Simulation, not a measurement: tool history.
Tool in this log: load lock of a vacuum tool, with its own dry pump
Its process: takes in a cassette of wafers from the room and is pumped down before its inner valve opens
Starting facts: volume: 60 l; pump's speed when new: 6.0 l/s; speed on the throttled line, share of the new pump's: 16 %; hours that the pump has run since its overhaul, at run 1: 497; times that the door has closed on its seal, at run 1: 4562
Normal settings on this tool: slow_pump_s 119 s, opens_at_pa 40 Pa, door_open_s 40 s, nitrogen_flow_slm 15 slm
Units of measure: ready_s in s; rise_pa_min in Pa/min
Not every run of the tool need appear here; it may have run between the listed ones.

run	hour	slow_pump_s	opens_at_pa	door_open_s	nitrogen_flow_slm	hours that the pump has run since its overhaul	times that the door has closed on its seal	incoming humidity of the room's air, %	ready_s	rise_pa_min
1	0	119	40	40	15	497	4562	44.6	176	0.03
2	189.4	119	40	40	15	686	5417	44.2	178.7	0.026
3	294.9	119	40	40	6	792	5894	46.7	177.1	0.045
4	425.5	119	40	40	15	922	6484	43.7	178.5	0.035
5	526.7	119	40	40	15	1023	6941	46.3	178.7	0.036
6	672.4	119	40	40	7	1169	7599	44.1	179.4	0.053
7	860.5	119	40	40	7	1357	8449	44.5	178.8	0.055
8	979.3	119	40	40	7	1476	8986	48.7	177.7	0.057
9	1067	119	40	40	7	1564	9382	42.1	178.5	0.061
10	1253.9	120	40	40	15	1751	10226	46.4	178	0.049
11	1380.7	120	40	40	15	1877	10799	47.2	181.7	0.056
12	1495	119	40	41	15	1992	11315	46.4	180	0.058
13	1610.8	119	40	41	15	2108	11838	45.1	179.7	0.063
14	1736.2	119	40	41	15	2233	12404	43.5	180	0.054
15	1871.6	119	40	41	15	2368	13016	41.5	181.2	0.064
16	2025.8	144	40	151	15	2523	13712	43	198.8	0.081
17	2132.8	144	40	151	15	2630	14196	41.4	201.4	0.085
18	2218.6	144	40	151	15	2715	14583	44.1	199.5	0.084
19	2383.7	122	50	40	5	2880	15329	48.1	181.5	0.09
20	2536.1	114	75	40	38	3033	16017	42.1	167.4	0.076
21	2687.1	119	40	40	19	3184	16699	43.4	179.9	0.083
22	2855.5	119	40	40	19	3352	17460	47.1	179.7	0.091
23	3032	119	32	49	5	3529	18258	42.9	180.6	0.115
24	3186.5	184	32	61	14	3683	18955	45.6	238.5	0.106
25	3273.8	184	32	61	14	3771	19350	43.1	235.1	0.109
26	3441.6	65	37	63	15	3938	20108	41	136.2	0.108
27	3598.1	119	54	40	15	4095	20815	46.1	176.5	0.116
28	3790.4	130	65	35	13	4287	21683	44.7	183.6	0.118
29	3879	130	58	75	13	4376	22084	47.7	185.1	0.135

Alternative continuations, all from the tool just after run 29; predict every row:
A	4013.5	213	58	160	13	4510	22691	48.1	?	?
B	4013.5	130	50	97	14	4510	22691	44.2	?	?
C	4013.5	130	58	214	13	4510	22691	45.3	?	?

run	ready_s	rise_pa_min
A	254.8	0.156
B	188.6	0.139
C	186.9	0.155
Stripped of hidden state, with their random variation kept, the same runs would have yielded:
run	ready_s	rise_pa_min
A	253.2	0.045
B	186.3	0.029
C	184.7	0.046
